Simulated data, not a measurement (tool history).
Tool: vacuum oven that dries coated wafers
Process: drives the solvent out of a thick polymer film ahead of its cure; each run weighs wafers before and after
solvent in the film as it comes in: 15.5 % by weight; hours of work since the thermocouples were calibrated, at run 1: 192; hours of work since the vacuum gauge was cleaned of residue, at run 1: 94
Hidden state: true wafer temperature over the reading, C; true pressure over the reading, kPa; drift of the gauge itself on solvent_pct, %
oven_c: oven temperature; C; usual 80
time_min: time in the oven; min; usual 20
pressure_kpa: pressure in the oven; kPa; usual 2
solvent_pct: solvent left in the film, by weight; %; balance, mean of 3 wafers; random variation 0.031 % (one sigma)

| run | hour | oven_c | time_min | pressure_kpa | hours of work since the thermocouples were calibrated | hours of work since the vacuum gauge was cleaned of residue | solvent_pct |
|---|---|---|---|---|---|---|---|
| 1 | 0 | 80 | 20 | 2 | 192 | 94 | 3.12 |
| 2 | 85 | 80 | 20 | 5.62 | 227 | 128 | 4.73 |
| 3 | 172.6 | 80 | 20 | 2 | 262 | 164 | 3.09 |
| 4 | 222.5 | 92 | 20 | 2 | 283 | 184 | 1.4 |
| 5 | 282.3 | 90 | 20 | 2 | 307 | 209 | 1.6 |
| 6 | 352.1 | 90 | 20 | 1.13 | 336 | 237 | 1.34 |
| 7 | 428.2 | 80 | 20 | 3.25 | 367 | 268 | 3.59 |
| 8 | 509.8 | 80 | 20 | 2.9 | 400 | 302 | 3.5 |
| 9 | 566.6 | 91 | 20 | 2.9 | 423 | 325 | 1.77 |
| 10 | 654 | 80 | 20 | 2 | 459 | 361 | 3.07 |
| 11 | 738 | 80 | 20 | 2 | 493 | 395 | 3.12 |
| 12 | 790.7 | 80 | 20 | 2 | 515 | 416 | 3.12 |
| 13 | 841.4 | 80 | 20 | 1.22 | 535 | 437 | 2.78 |
| 14 | 897.6 | 80 | 20 | 2 | 558 | 460 | 3.05 |
| 15 | 946.3 | 80 | 20 | 2 | 578 | 480 | 3.13 |
| 16 | 990.8 | 80 | 20 | 2 | 596 | 498 | 3.14 |
| 17 | 1032.4 | 80 | 20 | 2.87 | 613 | 515 | 3.49 |
| 18 | 1081.6 | 80 | 20 | 2.99 | 633 | 535 | 3.51 |
| 19 | 1159.2 | 80 | 11 | 2 | 665 | 567 | 5.53 |
| 20 | 1224.8 | 80 | 11 | 2 | 692 | 594 | 5.49 |
| 21 | 1272.5 | 80 | 11 | 2 | 711 | 613 | 5.48 |
| 22 | 1347.1 | 80 | 11 | 2 | 742 | 644 | 5.56 |
| 23 | 1394.8 | 80 | 11 | 2 | 761 | 663 | 5.54 |
| 24 | 1468.8 | 80 | 11 | 2 | 791 | 693 | 5.49 |
| 25 | 1530.5 | 94 | 34 | 7.55 | 817 | 718 | 2.41 |
| 26 | 1577.5 | 94 | 34 | 7.55 | 836 | 738 | 2.41 |
| 27 | 1659.4 | 94 | 34 | 7.55 | 869 | 771 | 2.35 |
| 28 | 1708.2 | 94 | 29 | 3.81 | 889 | 791 | 1.35 |
| 29 | 1763.7 | 94 | 29 | 3.81 | 912 | 814 | 1.32 |
| 30 | 1845.4 | 74 | 20 | 1.68 | 945 | 847 | 4.15 |
| 31 | 1911 | 74 | 20 | 1.68 | 972 | 874 | 4.14 |
| 32 | 1950.3 | 84 | 20 | 7.08 | 988 | 890 | 4.42 |
| 33 | 2002.8 | 84 | 20 | 7.08 | 1010 | 911 | 4.5 |
| 34 | 2091.5 | 84 | 32 | 7.08 | 1046 | 947 | 3.55 |
| 35 | 2167 | 85 | 20 | 1.63 | 1077 | 978 | 2.13 |
| 36 | 2211.8 | 85 | 20 | 1.63 | 1095 | 997 | 2.16 |
| 37 | 2277.6 | 85 | 20 | 1.63 | 1122 | 1023 | 2.11 |
| 38 | 2335.1 | 74 | 29 | 2 | 1145 | 1047 | 2.91 |
| 39 | 2404.6 | 80 | 19 | 6.56 | 1174 | 1075 | 5.29 |
| 40 | 2454.5 | 80 | 19 | 6.56 | 1194 | 1096 | 5.38 |
| 41 | 2539.3 | 69 | 14 | 1.67 | 1229 | 1130 | 6.67 |
| 42 | 2612.5 | 80 | 26 | 1.76 | 1258 | 1160 | 2.15 |
| 43 | 2691.8 | 66 | 23 | 2 | 1291 | 1193 | 5.5 |
| 44 | 2781.1 | 91 | 12 | 2.18 | 1327 | 1229 | 3.17 |
| 45 | 2827.5 | 83 | 11 | 7.03 | 1346 | 1248 | 6.72 |
| 46 | 2895.7 | 80 | 20 | 3.22 | 1374 | 1276 | 3.66 |
| 47 | 2939 | 82 | 32 | 2 | 1392 | 1293 | 1.59 |

Forecast each of these 4 alternatives for the next run:
| A | 2992.7 | 75 | 32 | 2 | 1414 | 1315 | ? |
| B | 2992.7 | 69 | 32 | 3.89 | 1414 | 1315 | ? |
| C | 2992.7 | 80 | 20 | 5.19 | 1414 | 1315 | ? |
| D | 2992.7 | 82 | 10 | 2 | 1414 | 1315 | ? |

| run | solvent_pct |
|---|---|
| A | 2.54 |
| B | 4.97 |
| C | 4.57 |
| D | 5.52 |
Without the tool's hidden state the same runs would have given:
| run | solvent_pct |
|---|---|
| A | 2.51 |
| B | 4.92 |
| C | 4.53 |
| D | 5.5 |

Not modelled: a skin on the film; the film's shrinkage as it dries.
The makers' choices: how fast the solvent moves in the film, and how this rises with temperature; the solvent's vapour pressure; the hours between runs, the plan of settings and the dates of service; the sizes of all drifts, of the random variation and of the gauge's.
